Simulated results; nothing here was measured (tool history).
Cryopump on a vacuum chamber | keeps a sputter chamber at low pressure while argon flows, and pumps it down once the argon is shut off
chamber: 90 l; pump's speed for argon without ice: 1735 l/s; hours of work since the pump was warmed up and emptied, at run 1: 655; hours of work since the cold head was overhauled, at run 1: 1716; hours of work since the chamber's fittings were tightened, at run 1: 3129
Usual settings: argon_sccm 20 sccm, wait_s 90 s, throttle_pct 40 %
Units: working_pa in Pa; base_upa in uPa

run,day,argon_sccm,wait_s,throttle_pct,hours of work since the pump was warmed up and emptied,hours of work since the cold head was overhauled,hours of work since the chamber's fittings were tightened,working_pa,base_upa
1,0,20,90,40,655,1716,3129,0.0517,2.23
2,3.121,22,90,40,711,1773,3185,0.0565,2.17
3,5.883,22,90,40,762,1823,3235,0.0572,2.27
4,7.992,22,90,40,800,1861,3274,0.0569,2.27
5,9.921,22,90,40,835,1896,3309,0.057,2.26
6,13.846,22,90,40,906,1967,3380,0.0573,2.25
7,16.404,22,90,40,952,2014,3426,0.0568,2.37
# day 19.917: pump warmed up, emptied and cooled again
8,20.038,20,90,37,2,2076,3488,0.0534,2.18
9,23.492,20,90,37,65,2139,3551,0.0534,2.24
10,25.321,31,90,40,98,2172,3584,0.0763,2.26
11,28.417,31,130,40,154,2228,3640,0.0754,1.93
12,32.104,31,130,40,221,2295,3707,0.0767,1.98
13,34.088,31,98,40,257,2331,3743,0.0777,2.26
14,36.458,31,98,40,300,2374,3786,0.0775,2.3
# day 39.254: leaking fittings of the chamber tightened, without venting
15,39.621,20,90,40,356,2430,7,0.0498,0.95
16,42.779,20,90,40,413,2487,64,0.0507,1.01
17,44.538,20,90,40,445,2519,96,0.0496,1.02
18,48.067,20,90,40,509,2583,160,0.0522,1.01
19,50.833,13,90,40,559,2633,210,0.0327,1.08
20,52.983,13,90,40,598,2672,249,0.0338,1.12
21,55.325,23,121,16,641,2714,291,0.1441,0.86
22,57.358,11,90,40,677,2751,328,0.0288,1.12
23,59.854,21,46,53,723,2796,374,0.0419,1.91
24,61.904,21,46,53,760,2834,411,0.042,1.93
25,65.079,31,39,20,817,2891,468,0.1564,2.26
26,67.692,20,216,36,865,2939,516,0.0581,0.72
27,71.521,13,123,26,934,3008,585,0.05,1
28,73.729,13,33,22,974,3048,625,0.0593,2.57
# day 76: pump warmed up, emptied and cooled again
29,77.117,15,90,31,20,3106,683,0.0476,1.25
30,81.071,12,90,31,92,3177,754,0.0383,1.28

Measured less the same run without the tool's hidden state. The same run-to-run variation is in both; the gauge's scatter may not be:
The hidden state here: pump's speed, % of a pump's without ice; cold plate's temperature, K; leak into the chamber, uPa l/s; drift of the gauge itself on working_pa, %; drift of the gauge itself on base_upa, %.
run,working_pa,base_upa
1,+0.0026,+1.21
2,+0.0031,+1.21
3,+0.0033,+1.27
4,+0.0035,+1.29
5,+0.0036,+1.31
6,+0.0039,+1.31
7,+0.0041,+1.39
8,+0.0005,+1.19
9,+0.0008,+1.23
10,+0.0014,+1.25
11,+0.0016,+1.23
12,+0.0019,+1.27
13,+0.0021,+1.35
14,+0.0023,+1.37
15,+0.0017,+0.02
16,+0.0019,+0.04
17,+0.002,+0.05
18,+0.0023,+0.07
19,+0.0016,+0.1
20,+0.0017,+0.12
21,+0.0031,+0.13
22,+0.0016,+0.15
23,+0.0033,+0.17
24,+0.0034,+0.19
25,+0.0054,+0.21
26,+0.0036,+0.22
27,+0.0025,+0.26
28,+0.0027,+0.27
29,+0.0006,+0.24
30,+0.0006,+0.26
